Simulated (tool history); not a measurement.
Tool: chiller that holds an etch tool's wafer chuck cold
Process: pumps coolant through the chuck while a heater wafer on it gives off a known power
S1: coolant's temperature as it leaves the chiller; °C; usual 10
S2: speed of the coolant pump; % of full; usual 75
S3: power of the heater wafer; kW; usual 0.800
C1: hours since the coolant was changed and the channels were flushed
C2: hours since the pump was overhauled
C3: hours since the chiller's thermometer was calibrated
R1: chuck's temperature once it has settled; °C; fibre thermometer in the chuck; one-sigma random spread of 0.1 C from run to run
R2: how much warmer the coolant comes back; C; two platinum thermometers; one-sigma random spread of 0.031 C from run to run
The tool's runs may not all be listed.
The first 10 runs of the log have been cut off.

Run 11, hour 605.0: usual settings; C1 4588; C2 1665; C3 3103. Result: R1 19.9 °C, R2 2.51 C.
At hour 617.1: gauge calibrated.
Run 12, hour 633.5: usual settings; C1 4616; C2 1693; C3 3132. Result: R1 19.6 °C, R2 2.81 C.
Run 13, hour 677.7: usual settings but S1 5 °C; C1 4660; C2 1737; C3 3176. Result: R1 14.7 °C, R2 2.81 C.
Run 14, hour 730.2: usual settings but S3 1.181 kW; C1 4713; C2 1790; C3 3228. Result: R1 24.3 °C, R2 4.16 C.
Run 15, hour 761.6: usual settings but S3 1.181 kW; C1 4744; C2 1821; C3 3260. Result: R1 24.2 °C, R2 4.09 C.
Run 16, hour 804.7: usual settings but S1 14 °C; C1 4787; C2 1864; C3 3303. Result: R1 23.9 °C, R2 2.72 C.
At hour 817.8: chiller's thermometer calibrated.
Run 17, hour 839.8: usual settings but S1 4 °C, S2 61 % of full, S3 0.539 kW; C1 4821; C2 1899; C3 22. Result: R1 11.4 °C, R2 2.25 C.
Run 18, hour 907.2: usual settings but S1 4 °C, S2 61 % of full, S3 0.539 kW; C1 4889; C2 1966; C3 89. Result: R1 11.6 °C, R2 2.17 C.
Run 19, hour 945.3: usual settings but S1 4 °C, S2 61 % of full, S3 0.539 kW; C1 4927; C2 2004; C3 127. Result: R1 11.5 °C, R2 2.17 C.
Run 20, hour 984.5: usual settings but S1 2 °C, S3 0.598 kW; C1 4966; C2 2043; C3 167. Result: R1 9.3 °C, R2 1.94 C.
Run 21, hour 1035.4: usual settings but S1 2 °C, S3 0.598 kW; C1 5017; C2 2094; C3 218. Result: R1 9.3 °C, R2 1.89 C.
Run 22, hour 1086.4: usual settings but S1 2 °C, S3 0.598 kW; C1 5068; C2 2145; C3 269. Result: R1 9.2 °C, R2 1.83 C.
Run 23, hour 1115.6: usual settings but S1 18 °C, S3 0.446 kW; C1 5097; C2 2174; C3 298. Result: R1 23.4 °C, R2 1.28 C.
Run 24, hour 1173.0: usual settings but S1 17 °C; C1 5155; C2 2232; C3 355. Result: R1 26.7 °C, R2 2.51 C.
Run 25, hour 1239.8: usual settings but S1 17 °C; C1 5221; C2 2299; C3 422. Result: R1 26.7 °C, R2 2.47 C.
At hour 1303.1: coolant changed, channels flushed.
Run 26, hour 1312.8: usual settings but S2 72 % of full, S3 0.732 kW; C1 10; C2 2365; C3 489. Result: R1 19.1 °C, R2 2.31 C.
Run 27, hour 1352.3: usual settings but S1 7 °C; C1 49; C2 2405; C3 529. Result: R1 16.7 °C, R2 2.40 C.
Run 28, hour 1380.9: usual settings but S1 11 °C; C1 78; C2 2434; C3 557. Result: R1 20.8 °C, R2 2.43 C.
Run 29, hour 1445.5: usual settings but S1 19 °C, S2 67 % of full, S3 0.695 kW; C1 142; C2 2498; C3 622. Result: R1 28.0 °C, R2 2.32 C.
Run 30, hour 1498.8: usual settings but S1 19 °C, S2 98 % of full, S3 0.507 kW; C1 196; C2 2551; C3 675. Result: R1 24.1 °C, R2 0.86 C.
Run 31, hour 1537.4: usual settings but S1 18 °C, S2 61 % of full, S3 0.643 kW; C1 234; C2 2590; C3 714. Result: R1 26.9 °C, R2 2.29 C.

Below are 3 alternative next runs, each starting from the tool's condition after run 31. Predict each:
Run A, hour 1605.4: usual settings but S1 5 °C; C1 302; C2 2658; C3 782. Result: R1 ?, R2 ?.
Run B, hour 1605.4: usual settings but S1 4 °C, S2 76 % of full, S3 0.926 kW; C1 302; C2 2658; C3 782. Result: R1 ?, R2 ?.
Run C, hour 1605.4: usual settings but S3 0.756 kW; C1 302; C2 2658; C3 782. Result: R1 ?, R2 ?.

run    R1    R2
  A  14.8  2.26
  B  15.0  2.66
  C  19.2  2.11
What these runs would have given with no unlogged condition in the tool:
run    R1    R2
  A  14.8  2.83
  B  15.0  3.23
  C  19.2  2.67
